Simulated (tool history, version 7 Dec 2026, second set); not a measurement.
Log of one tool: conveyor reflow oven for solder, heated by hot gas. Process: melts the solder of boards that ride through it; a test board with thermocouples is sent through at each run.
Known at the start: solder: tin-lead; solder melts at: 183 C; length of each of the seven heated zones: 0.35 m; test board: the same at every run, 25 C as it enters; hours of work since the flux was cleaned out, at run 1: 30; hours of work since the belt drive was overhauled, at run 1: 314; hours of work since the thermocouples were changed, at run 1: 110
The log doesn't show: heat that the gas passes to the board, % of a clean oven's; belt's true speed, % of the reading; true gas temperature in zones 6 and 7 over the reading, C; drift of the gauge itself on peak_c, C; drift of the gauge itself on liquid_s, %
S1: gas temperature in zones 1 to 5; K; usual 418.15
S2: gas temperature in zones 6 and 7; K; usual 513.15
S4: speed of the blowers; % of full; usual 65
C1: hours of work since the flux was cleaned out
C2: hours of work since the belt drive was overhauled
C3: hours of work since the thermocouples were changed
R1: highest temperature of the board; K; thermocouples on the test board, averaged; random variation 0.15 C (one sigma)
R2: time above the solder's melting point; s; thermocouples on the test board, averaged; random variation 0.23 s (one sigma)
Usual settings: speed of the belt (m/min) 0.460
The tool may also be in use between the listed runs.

run 1 hour=0.0 | S1=418.15 S2=513.15 speed_of_the_belt_(m/min)=0.460 S4=65 | C1=30 C2=314 C3=110 | R1=498.65 R2=78.4
run 2 hour=12.1 | S1=418.15 S2=513.15 speed_of_the_belt_(m/min)=0.460 S4=65 | C1=35 C2=320 C3=115 | R1=498.45 R2=78.1
run 3 hour=31.3 | S1=433.15 S2=513.15 speed_of_the_belt_(m/min)=0.460 S4=65 | C1=44 C2=328 C3=124 | R1=500.85 R2=87.2
run 4 hour=44.6 | S1=433.15 S2=513.15 speed_of_the_belt_(m/min)=0.460 S4=65 | C1=49 C2=334 C3=130 | R1=500.95 R2=87.3
run 5 hour=66.8 | S1=418.15 S2=513.15 speed_of_the_belt_(m/min)=0.432 S4=65 | C1=59 C2=344 C3=139 | R1=500.15 R2=85.2
run 6 hour=78.0 | S1=418.15 S2=513.15 speed_of_the_belt_(m/min)=0.432 S4=65 | C1=64 C2=349 C3=144 | R1=500.55 R2=84.9
run 7 hour=93.2 | S1=418.15 S2=513.15 speed_of_the_belt_(m/min)=0.460 S4=50 | C1=71 C2=355 C3=151 | R1=495.05 R2=75.1
run 8 hour=114.9 | S1=418.15 S2=513.15 speed_of_the_belt_(m/min)=0.489 S4=65 | C1=80 C2=365 C3=161 | R1=496.75 R2=71.8
run 9 hour=129.8 | S1=418.15 S2=513.15 speed_of_the_belt_(m/min)=0.460 S4=65 | C1=87 C2=371 C3=167 | R1=498.95 R2=78.2
run 10 hour=139.8 | S1=417.15 S2=513.15 speed_of_the_belt_(m/min)=0.460 S4=65 | C1=91 C2=376 C3=171 | R1=498.65 R2=77.7
run 11 hour=162.2 | S1=418.15 S2=513.15 speed_of_the_belt_(m/min)=0.460 S4=65 | C1=101 C2=386 C3=181 | R1=498.75 R2=78.3
run 12 hour=175.6 | S1=418.15 S2=513.15 speed_of_the_belt_(m/min)=0.460 S4=65 | C1=107 C2=392 C3=187 | R1=498.85 R2=78.4
run 13 hour=197.2 | S1=418.15 S2=513.15 speed_of_the_belt_(m/min)=0.460 S4=65 | C1=117 C2=401 C3=197 | R1=498.55 R2=78.1
run 14 hour=214.4 | S1=418.15 S2=513.15 speed_of_the_belt_(m/min)=0.412 S4=65 | C1=124 C2=409 C3=204 | R1=501.55 R2=89.8
run 15 hour=226.5 | S1=418.15 S2=515.15 speed_of_the_belt_(m/min)=0.452 S4=73 | C1=129 C2=414 C3=210 | R1=502.25 R2=82.5
run 16 hour=236.7 | S1=427.15 S2=513.15 speed_of_the_belt_(m/min)=0.376 S4=65 | C1=134 C2=418 C3=214 | R1=505.05 R2=105.7
run 17 hour=255.9 | S1=422.15 S2=511.15 speed_of_the_belt_(m/min)=0.487 S4=55 | C1=142 C2=427 C3=223 | R1=493.55 R2=71.7
run 18 hour=277.8 | S1=408.15 S2=511.15 speed_of_the_belt_(m/min)=0.487 S4=55 | C1=152 C2=437 C3=232 | R1=490.95 R2=62.8
run 19 hour=288.4 | S1=408.15 S2=511.15 speed_of_the_belt_(m/min)=0.487 S4=55 | C1=157 C2=441 C3=237 | R1=490.85 R2=63.5
run 20 hour=307.4 | S1=421.15 S2=512.15 speed_of_the_belt_(m/min)=0.449 S4=76 | C1=165 C2=450 C3=245 | R1=500.75 R2=83.1
run 21 hour=326.4 | S1=421.15 S2=512.15 speed_of_the_belt_(m/min)=0.449 S4=76 | C1=173 C2=458 C3=253 | R1=500.55 R2=83.3
run 22 hour=351.1 | S1=421.15 S2=512.15 speed_of_the_belt_(m/min)=0.449 S4=76 | C1=184 C2=469 C3=264 | R1=500.75 R2=83.2
run 23 hour=370.6 | S1=421.15 S2=512.15 speed_of_the_belt_(m/min)=0.449 S4=76 | C1=193 C2=477 C3=273 | R1=500.75 R2=83.2
run 24 hour=387.4 | S1=421.15 S2=512.15 speed_of_the_belt_(m/min)=0.449 S4=76 | C1=200 C2=485 C3=280 | R1=500.55 R2=83.1

The next listed run, before its measurement:
run 25 hour=399.7 | S1=412.15 S2=513.15 speed_of_the_belt_(m/min)=0.538 S4=65 | C1=206 C2=490 C3=286 | R1=? R2=?

{"run 25": {"R1": 492.35, "R2": 59.6}}
Without the tool's hidden state the same run would have given R1 492.35 K, R2 59.6 s.
